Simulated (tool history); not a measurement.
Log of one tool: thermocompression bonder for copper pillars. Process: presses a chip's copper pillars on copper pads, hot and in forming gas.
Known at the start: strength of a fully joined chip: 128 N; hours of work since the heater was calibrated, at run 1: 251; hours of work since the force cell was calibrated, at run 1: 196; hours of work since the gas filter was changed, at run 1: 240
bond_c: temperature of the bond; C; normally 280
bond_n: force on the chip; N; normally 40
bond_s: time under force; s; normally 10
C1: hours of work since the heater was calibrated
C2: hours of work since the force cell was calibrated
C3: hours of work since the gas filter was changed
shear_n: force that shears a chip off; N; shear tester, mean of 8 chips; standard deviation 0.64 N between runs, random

{"run": 1, "day": 0.0, "bond_c": 280, "bond_n": 40, "bond_s": 10, "C1": 251, "C2": 196, "C3": 240, "shear_n": 92.3}
{"run": 2, "day": 0.292, "bond_c": 280, "bond_n": 40, "bond_s": 10, "C1": 255, "C2": 201, "C3": 245, "shear_n": 93.9}
{"run": 3, "day": 0.546, "bond_c": 280, "bond_n": 40, "bond_s": 10, "C1": 259, "C2": 205, "C3": 249, "shear_n": 92.8}
{"run": 4, "day": 0.862, "bond_c": 280, "bond_n": 40, "bond_s": 10, "C1": 264, "C2": 210, "C3": 254, "shear_n": 91.3}
{"run": 5, "day": 1.146, "bond_c": 280, "bond_n": 40, "bond_s": 8, "C1": 269, "C2": 214, "C3": 258, "shear_n": 87.1}
{"run": 6, "day": 1.312, "bond_c": 280, "bond_n": 40, "bond_s": 8, "C1": 272, "C2": 217, "C3": 261, "shear_n": 85.7}
{"run": 7, "day": 1.542, "bond_c": 280, "bond_n": 40, "bond_s": 10, "C1": 275, "C2": 221, "C3": 264, "shear_n": 91.3}
{"run": 8, "day": 1.917, "bond_c": 280, "bond_n": 40, "bond_s": 10, "C1": 281, "C2": 227, "C3": 270, "shear_n": 91.8}
{"run": 9, "day": 2.208, "bond_c": 280, "bond_n": 40, "bond_s": 10, "C1": 286, "C2": 231, "C3": 275, "shear_n": 92.7}
{"run": 10, "day": 2.433, "bond_c": 263, "bond_n": 40, "bond_s": 10, "C1": 289, "C2": 235, "C3": 279, "shear_n": 81.6}
{"run": 11, "day": 2.608, "bond_c": 263, "bond_n": 40, "bond_s": 10, "C1": 292, "C2": 238, "C3": 281, "shear_n": 82.6}
{"run": 12, "day": 3.017, "bond_c": 263, "bond_n": 40, "bond_s": 10, "C1": 299, "C2": 244, "C3": 288, "shear_n": 83.1}
{"run": 13, "day": 3.375, "bond_c": 262, "bond_n": 40, "bond_s": 10, "C1": 304, "C2": 250, "C3": 293, "shear_n": 80.8}
{"run": 14, "day": 3.75, "bond_c": 262, "bond_n": 40, "bond_s": 10, "C1": 310, "C2": 256, "C3": 299, "shear_n": 80.9}
{"run": 15, "day": 4.062, "bond_c": 280, "bond_n": 40, "bond_s": 10, "C1": 315, "C2": 261, "C3": 304, "shear_n": 91.8}
{"run": 16, "day": 4.271, "bond_c": 280, "bond_n": 40, "bond_s": 10, "C1": 318, "C2": 264, "C3": 308, "shear_n": 90.3}
{"run": 17, "day": 4.583, "bond_c": 280, "bond_n": 31, "bond_s": 10, "C1": 323, "C2": 269, "C3": 313, "shear_n": 74.2}
{"run": 18, "day": 4.792, "bond_c": 280, "bond_n": 31, "bond_s": 10, "C1": 327, "C2": 272, "C3": 316, "shear_n": 74.8}
{"run": 19, "day": 5.05, "bond_c": 280, "bond_n": 40, "bond_s": 10, "C1": 331, "C2": 276, "C3": 320, "shear_n": 91.9}
{"run": 20, "day": 5.283, "bond_c": 280, "bond_n": 40, "bond_s": 10, "C1": 334, "C2": 280, "C3": 324, "shear_n": 92.9}
{"run": 21, "day": 5.45, "bond_c": 285, "bond_n": 56, "bond_s": 10, "C1": 337, "C2": 283, "C3": 326, "shear_n": 115.5}
{"run": 22, "day": 5.667, "bond_c": 285, "bond_n": 56, "bond_s": 10, "C1": 341, "C2": 286, "C3": 330, "shear_n": 114.3}
{"run": 23, "day": 5.912, "bond_c": 285, "bond_n": 56, "bond_s": 10, "C1": 344, "C2": 290, "C3": 334, "shear_n": 113.1}
{"run": 24, "day": 6.117, "bond_c": 280, "bond_n": 40, "bond_s": 14, "C1": 348, "C2": 293, "C3": 337, "shear_n": 99.4}
{"run": 25, "day": 6.362, "bond_c": 303, "bond_n": 43, "bond_s": 6, "C1": 352, "C2": 297, "C3": 341, "shear_n": 97.5}
{"run": 26, "day": 6.575, "bond_c": 310, "bond_n": 31, "bond_s": 20, "C1": 355, "C2": 300, "C3": 344, "shear_n": 106.1}
{"run": 27, "day": 6.921, "bond_c": 310, "bond_n": 31, "bond_s": 20, "C1": 360, "C2": 306, "C3": 350, "shear_n": 105.4}
{"run": 28, "day": 7.242, "bond_c": 310, "bond_n": 31, "bond_s": 20, "C1": 365, "C2": 311, "C3": 355, "shear_n": 104.3}
{"run": 29, "day": 7.575, "bond_c": 273, "bond_n": 31, "bond_s": 7, "C1": 371, "C2": 316, "C3": 360, "shear_n": 62.4}

Predict the results of run 30:
{"run": 30, "day": 7.912, "bond_c": 280, "bond_n": 40, "bond_s": 12, "C1": 376, "C2": 322, "C3": 365, "shear_n": "?"}

{"run 30": {"shear_n": 95.3}}
On a tool with no hidden condition, and with the same random variation, this run would have come out at shear_n 95.5 N.
